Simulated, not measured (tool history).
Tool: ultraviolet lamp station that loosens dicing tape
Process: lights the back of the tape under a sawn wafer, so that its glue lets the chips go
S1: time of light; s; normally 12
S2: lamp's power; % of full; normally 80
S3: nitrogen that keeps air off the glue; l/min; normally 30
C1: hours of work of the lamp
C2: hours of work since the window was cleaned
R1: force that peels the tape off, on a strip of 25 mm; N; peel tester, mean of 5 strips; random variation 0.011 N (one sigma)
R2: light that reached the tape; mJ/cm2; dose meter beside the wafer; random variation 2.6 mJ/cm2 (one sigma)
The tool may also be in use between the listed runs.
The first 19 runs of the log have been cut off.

run	hour	S1	S2	S3	C1	C2	R1	R2
20	154.4	17	80	30	220	139	0.273	482
21	160.4	18	94	35	224	143	0.197	605
22	169.0	12	72	28	230	149	0.597	308
23	174.6	17	95	17	233	152	0.280	575
24	180.7	17	95	17	237	156	0.296	575
25	187.0	7	77	9	241	161	1.813	190
26	196.7	7	77	47	248	167	0.944	189
27	206.1	7	74	13	254	173	1.688	182
28	211.9	7	74	13	258	177	1.597	179
29	218.1	21	73	32	262	181	0.231	544
30	227.4	10	86	20	268	187	0.741	301

Branching from run 30: 4 alternative next runs. What would each branch give?
A	238.9	21	80	30	275	194	?	?
B	238.9	12	86	20	275	194	?	?
C	238.9	12	96	14	275	194	?	?
D	238.9	11	68	33	275	194	?	?

run	R1	R2
A	0.208	597
B	0.517	365
C	0.570	412
D	0.681	265
Had the tool no hidden state, the same runs would have come out as:
run	R1	R2
A	0.208	598
B	0.515	366
C	0.569	412
D	0.680	266
